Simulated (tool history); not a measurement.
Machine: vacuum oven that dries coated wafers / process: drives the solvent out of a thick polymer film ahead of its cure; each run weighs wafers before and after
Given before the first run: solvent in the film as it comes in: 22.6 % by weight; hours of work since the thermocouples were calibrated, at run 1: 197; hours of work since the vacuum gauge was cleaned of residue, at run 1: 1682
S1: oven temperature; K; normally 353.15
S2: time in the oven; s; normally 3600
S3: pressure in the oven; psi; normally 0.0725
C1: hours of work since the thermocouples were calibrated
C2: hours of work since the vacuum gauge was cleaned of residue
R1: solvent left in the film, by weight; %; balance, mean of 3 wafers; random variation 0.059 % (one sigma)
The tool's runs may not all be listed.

| run | hour | S1 | S2 | S3 | C1 | C2 | R1 |
|---|---|---|---|---|---|---|---|
| 1 | 0.0 | 353.15 | 3600 | 0.0725 | 197 | 1682 | 3.70 |
| 2 | 55.2 | 353.15 | 3600 | 0.0725 | 228 | 1713 | 3.72 |
| 3 | 155.2 | 353.15 | 3600 | 0.0725 | 285 | 1770 | 3.73 |
| 4 | 254.5 | 353.15 | 3600 | 0.0725 | 341 | 1826 | 3.83 |
| 5 | 299.5 | 353.15 | 2400 | 0.0725 | 367 | 1852 | 6.26 |
| 6 | 382.7 | 353.15 | 2400 | 0.0725 | 414 | 1899 | 6.18 |
| 7 | 433.1 | 353.15 | 2400 | 0.0725 | 443 | 1928 | 6.57 |
| 8 | 486.3 | 353.15 | 2400 | 0.0725 | 473 | 1958 | 6.38 |
| 9 | 572.1 | 353.15 | 2400 | 0.0725 | 522 | 2006 | 6.34 |
| 10 | 657.7 | 353.15 | 3600 | 0.0725 | 570 | 2055 | 4.03 |
| 11 | 705.6 | 353.15 | 5820 | 0.0725 | 597 | 2082 | 2.03 |
| 12 | 751.3 | 350.15 | 5820 | 0.0725 | 623 | 2108 | 2.94 |
| 13 | 838.9 | 353.15 | 3600 | 0.0725 | 673 | 2158 | 4.10 |
| 14 | 929.5 | 353.15 | 5820 | 0.2724 | 724 | 2209 | 3.42 |
| 15 | 997.7 | 359.15 | 5700 | 0.0796 | 763 | 2248 | 1.08 |
| 16 | 1092.7 | 349.15 | 4140 | 0.2473 | 817 | 2301 | 6.66 |
| 17 | 1167.9 | 349.15 | 4140 | 0.2473 | 859 | 2344 | 6.66 |
| 18 | 1234.8 | 361.15 | 1980 | 0.0725 | 897 | 2382 | 4.04 |
| 19 | 1309.4 | 361.15 | 1980 | 0.0725 | 940 | 2424 | 4.03 |
| 20 | 1362.7 | 350.15 | 3420 | 0.0725 | 970 | 2455 | 6.23 |
| 21 | 1421.9 | 350.15 | 3420 | 0.1215 | 1003 | 2488 | 6.63 |
| 22 | 1521.7 | 350.15 | 3420 | 0.1215 | 1060 | 2545 | 6.58 |
| 23 | 1569.7 | 350.15 | 3420 | 0.1215 | 1087 | 2572 | 6.44 |
| 24 | 1621.4 | 354.15 | 4320 | 0.1327 | 1116 | 2601 | 3.54 |
|  | 1664.9 | oven's thermocouples calibrated |
| 25 | 1727.7 | 354.15 | 4320 | 0.1327 | 36 | 2660 | 3.04 |
| 26 | 1838.8 | 354.15 | 4320 | 0.1327 | 99 | 2723 | 3.07 |

Alternative continuations, all from the tool just after run 26; predict every row:
| A | 1893.6 | 353.15 | 3600 | 0.0466 | 130 | 2754 | ? |
| B | 1893.6 | 354.15 | 3780 | 0.1327 | 130 | 2754 | ? |
| C | 1893.6 | 354.15 | 4320 | 0.0899 | 130 | 2754 | ? |
| D | 1893.6 | 354.15 | 4320 | 0.0902 | 130 | 2754 | ? |

| run | R1 |
|---|---|
| A | 3.69 |
| B | 3.56 |
| C | 2.66 |
| D | 2.76 |
Stripped of hidden state, with their random variation kept, the same runs would have yielded:
| run | R1 |
|---|---|
| A | 3.06 |
| B | 2.95 |
| C | 2.04 |
| D | 2.13 |

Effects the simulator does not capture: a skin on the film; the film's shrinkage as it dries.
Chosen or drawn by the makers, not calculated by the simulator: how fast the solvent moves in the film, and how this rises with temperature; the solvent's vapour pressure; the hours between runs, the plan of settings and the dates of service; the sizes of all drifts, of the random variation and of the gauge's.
